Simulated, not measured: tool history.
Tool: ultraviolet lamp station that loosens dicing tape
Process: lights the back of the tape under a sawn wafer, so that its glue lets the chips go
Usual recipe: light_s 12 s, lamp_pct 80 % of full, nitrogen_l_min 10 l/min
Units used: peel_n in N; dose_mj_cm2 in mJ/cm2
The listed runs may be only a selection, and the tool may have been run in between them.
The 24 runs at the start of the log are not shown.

run 25 hour=367.7 | light_s=17 lamp_pct=80 nitrogen_l_min=10 | peel_n=0.292 dose_mj_cm2=537
run 26 hour=381.0 | light_s=17 lamp_pct=80 nitrogen_l_min=10 | peel_n=0.313 dose_mj_cm2=537
run 27 hour=399.4 | light_s=18 lamp_pct=95 nitrogen_l_min=8 | peel_n=0.251 dose_mj_cm2=671
run 28 hour=414.3 | light_s=6 lamp_pct=95 nitrogen_l_min=9 | peel_n=1.680 dose_mj_cm2=220
run 29 hour=423.2 | light_s=11 lamp_pct=83 nitrogen_l_min=7 | peel_n=0.938 dose_mj_cm2=358
run 30 hour=441.2 | light_s=12 lamp_pct=80 nitrogen_l_min=9 | peel_n=0.747 dose_mj_cm2=378
run 31 hour=457.9 | light_s=18 lamp_pct=79 nitrogen_l_min=8 | peel_n=0.351 dose_mj_cm2=557
run 32 hour=471.0 | light_s=12 lamp_pct=63 nitrogen_l_min=10 | peel_n=1.088 dose_mj_cm2=293
run 33 hour=491.6 | light_s=12 lamp_pct=63 nitrogen_l_min=10 | peel_n=1.025 dose_mj_cm2=287
run 34 hour=507.3 | light_s=12 lamp_pct=63 nitrogen_l_min=10 | peel_n=1.040 dose_mj_cm2=289
run 35 hour=520.6 | light_s=19 lamp_pct=95 nitrogen_l_min=8 | peel_n=0.228 dose_mj_cm2=685
run 36 hour=538.3 | light_s=19 lamp_pct=76 nitrogen_l_min=15 | peel_n=0.222 dose_mj_cm2=556
run 37 hour=552.0 | light_s=19 lamp_pct=76 nitrogen_l_min=17 | peel_n=0.209 dose_mj_cm2=547
-- hour=567.0 window cleaned of glue's vapour
run 38 hour=567.0 | light_s=19 lamp_pct=76 nitrogen_l_min=17 | peel_n=0.173 dose_mj_cm2=670
run 39 hour=576.8 | light_s=9 lamp_pct=80 nitrogen_l_min=4 | peel_n=1.574 dose_mj_cm2=334

Here are 3 independent what-if runs from the current tool condition. What would each one return?
run A hour=595.0 | light_s=9 lamp_pct=80 nitrogen_l_min=13 | peel_n=? dose_mj_cm2=?
run B hour=595.0 | light_s=10 lamp_pct=77 nitrogen_l_min=4 | peel_n=? dose_mj_cm2=?
run C hour=595.0 | light_s=11 lamp_pct=80 nitrogen_l_min=4 | peel_n=? dose_mj_cm2=?

run=A peel_n=0.716 dose_mj_cm2=330
run=B peel_n=1.419 dose_mj_cm2=349
run=C peel_n=1.215 dose_mj_cm2=401
Take away the tool's hidden state, keep each run's random variation, and the runs would have read:
run=A peel_n=0.620 dose_mj_cm2=355
run=B peel_n=1.269 dose_mj_cm2=375
run=C peel_n=1.075 dose_mj_cm2=431
